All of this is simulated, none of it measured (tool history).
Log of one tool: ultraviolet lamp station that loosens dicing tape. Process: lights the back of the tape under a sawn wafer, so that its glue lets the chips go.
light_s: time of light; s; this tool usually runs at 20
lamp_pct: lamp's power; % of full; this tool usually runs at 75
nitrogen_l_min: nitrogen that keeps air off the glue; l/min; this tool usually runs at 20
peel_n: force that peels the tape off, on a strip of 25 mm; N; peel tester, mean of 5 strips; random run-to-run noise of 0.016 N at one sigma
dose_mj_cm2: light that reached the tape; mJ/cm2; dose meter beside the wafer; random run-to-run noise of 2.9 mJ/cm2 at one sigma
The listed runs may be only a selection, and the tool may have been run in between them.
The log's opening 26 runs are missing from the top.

| run | hour | light_s | lamp_pct | nitrogen_l_min | hours of work of the lamp | hours of work since the window was cleaned | peel_n | dose_mj_cm2 |
|---|---|---|---|---|---|---|---|---|
| 27 | 1681.1 | 10 | 72 | 40 | 684 | 402 | 2.537 | 155 |
| 28 | 1752.7 | 10 | 88 | 40 | 724 | 442 | 2.22 | 178 |
|  | 1773.1 | window cleaned of glue's vapour |
| 29 | 1803.2 | 27 | 68 | 14 | 753 | 17 | 0.81 | 453 |
| 30 | 1856.1 | 27 | 68 | 14 | 782 | 47 | 0.836 | 449 |
| 31 | 1908.1 | 20 | 80 | 6 | 812 | 76 | 1.719 | 380 |
| 32 | 1946.1 | 17 | 62 | 20 | 833 | 97 | 1.793 | 251 |
| 33 | 2009 | 17 | 62 | 20 | 868 | 133 | 1.902 | 241 |
| 34 | 2069.4 | 17 | 62 | 20 | 902 | 166 | 1.94 | 240 |
| 35 | 2140.3 | 17 | 62 | 20 | 942 | 206 | 1.958 | 238 |
| 36 | 2195.5 | 15 | 62 | 8 | 973 | 237 | 3.042 | 204 |
| 37 | 2243.8 | 15 | 83 | 11 | 1000 | 264 | 2.068 | 268 |
| 38 | 2281.6 | 15 | 83 | 11 | 1021 | 286 | 2.164 | 266 |
| 39 | 2368.2 | 15 | 83 | 11 | 1070 | 334 | 2.183 | 255 |
| 40 | 2446.1 | 39 | 70 | 8 | 1114 | 378 | 0.872 | 547 |
| 41 | 2506.9 | 20 | 70 | 20 | 1148 | 412 | 1.599 | 273 |
| 42 | 2550.8 | 10 | 70 | 20 | 1173 | 437 | 3.498 | 133 |

5 options for the next run, each taken on its own from the tool as it stands now. Forecast them:
|  | 2575.8 | window cleaned of glue's vapour |
| A | 2620.1 | 13 | 95 | 9 | 1211 | 25 | ? | ? |
|  | 2575.8 | window cleaned of glue's vapour |
| B | 2620.1 | 11 | 84 | 20 | 1211 | 25 | ? | ? |
|  | 2575.8 | window cleaned of glue's vapour |
| C | 2620.1 | 13 | 66 | 28 | 1211 | 25 | ? | ? |
|  | 2575.8 | window cleaned of glue's vapour |
| D | 2620.1 | 10 | 79 | 23 | 1211 | 25 | ? | ? |
|  | 2575.8 | window cleaned of glue's vapour |
| E | 2620.1 | 11 | 60 | 17 | 1211 | 25 | ? | ? |

| run | peel_n | dose_mj_cm2 |
|---|---|---|
| A | 2.215 | 281 |
| B | 2.24 | 206 |
| C | 2.281 | 196 |
| D | 2.61 | 177 |
| E | 3.277 | 147 |
Stripped of hidden state, with their random variation kept, the same runs would have yielded:
| run | peel_n | dose_mj_cm2 |
|---|---|---|
| A | 1.619 | 356 |
| B | 1.646 | 262 |
| C | 1.668 | 247 |
| D | 1.971 | 225 |
| E | 2.63 | 187 |
